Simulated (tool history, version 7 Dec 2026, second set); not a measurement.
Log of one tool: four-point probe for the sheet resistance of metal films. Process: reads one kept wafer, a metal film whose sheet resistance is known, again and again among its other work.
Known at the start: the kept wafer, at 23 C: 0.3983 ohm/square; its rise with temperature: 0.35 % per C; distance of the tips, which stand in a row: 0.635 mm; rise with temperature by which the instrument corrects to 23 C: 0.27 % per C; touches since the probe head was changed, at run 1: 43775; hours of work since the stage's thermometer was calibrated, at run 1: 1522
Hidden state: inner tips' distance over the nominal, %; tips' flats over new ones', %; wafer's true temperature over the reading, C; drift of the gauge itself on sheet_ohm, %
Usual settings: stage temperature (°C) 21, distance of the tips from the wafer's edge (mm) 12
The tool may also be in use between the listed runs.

run   hour  stage temperature (°C)  distance of the tips from the wafer's edge (mm)  touches since the probe head was changed  hours of work since the stage's thermometer was calibrated  sheet resistance as the instrument gives it (ohm/square)
  1    0.0                      21                                               12                                     43775                                                        1522                                                  0.397293
  2   29.1                      18                                               12                                     44855                                                        1534                                                  0.396359
  3   42.3                      18                                               12                                     45348                                                        1539                                                  0.396426
  4   72.0                      18                                               12                                     46454                                                        1551                                                  0.396356
  5   92.1                      21                                               12                                     47201                                                        1560                                                  0.397404
  6  117.9                      21                                               12                                     48160                                                        1570                                                  0.397511
  7  142.1                      21                                               12                                     49060                                                        1580                                                  0.397251
  8  156.2                      25                                               12                                     49586                                                        1586                                                  0.398553
  9  180.9                      25                                               12                                     50502                                                        1596                                                  0.398538
 10  203.6                      25                                               11                                     51349                                                        1606                                                  0.398813
 11  224.9                      25                                               11                                     52142                                                        1615                                                  0.398651
 12  248.9                      21                                               19                                     53033                                                        1625                                                  0.396897
 13  277.4                      21                                               19                                     54092                                                        1636                                                  0.396810
 14  300.6                      21                                               19                                     54955                                                        1646                                                  0.397016
 15  328.9                      21                                               19                                     56010                                                        1658                                                  0.396845
 16  351.0                      21                                               19                                     56831                                                        1667                                                  0.396937
 17  376.4                      21                                               19                                     57777                                                        1677                                                  0.396792
 18  403.5                      24                                               75                                     58783                                                        1688                                                  0.397651
 19  430.8                      24                                               75                                     59800                                                        1700                                                  0.397574
 20  457.7                      32                                                5                                     60799                                                        1711                                                  0.403494
 21  481.7                      32                                                5                                     61692                                                        1721                                                  0.403323
     508.3  -- stage's thermometer calibrated
 22  515.1                      32                                                5                                     62916                                                           3                                                  0.404283
 23  545.8                      22                                                3                                     64059                                                          16                                                  0.407182
 24  563.8                      19                                               43                                     64730                                                          23                                                  0.396818
 25  594.1                      19                                               43                                     65855                                                          35                                                  0.396771
 26  626.0                      20                                               40                                     67041                                                          49                                                  0.397163
 27  648.7                      21                                               10                                     67885                                                          58                                                  0.398033
 28  681.3                      22                                               20                                     69101                                                          72                                                  0.397799
 29  713.9                      22                                               20                                     70311                                                          85                                                  0.397817
 30  736.5                      19                                                8                                     71154                                                          94                                                  0.397972
 31  767.3                      25                                                7                                     72298                                                         107                                                  0.400198
 32  799.5                      30                                               43                                     73498                                                         120                                                  0.400095
 33  828.4                      30                                               43                                     74569                                                         132                                                  0.400130
 34  844.2                      26                                               12                                     75159                                                         139                                                  0.399202

Forecast each of these 5 alternatives for the next run:
  A  861.9                      30                                               12                                     75817                                                         146                                                         ?
  B  861.9                      22                                               31                                     75817                                                         146                                                         ?
  C  861.9                      20                                               12                                     75817                                                         146                                                         ?
  D  861.9                      31                                               46                                     75817                                                         146                                                         ?
  E  861.9                      33                                               12                                     75817                                                         146                                                         ?

run  sheet resistance as the instrument gives it (ohm/square)
  A                                                  0.400650
  B                                                  0.397565
  C                                                  0.397380
  D                                                  0.400370
  E                                                  0.401515
Without the tool's hidden state the same runs would have given:
run  sheet resistance as the instrument gives it (ohm/square)
  A                                                  0.401126
  B                                                  0.398040
  C                                                  0.397856
  D                                                  0.400845
  E                                                  0.401991
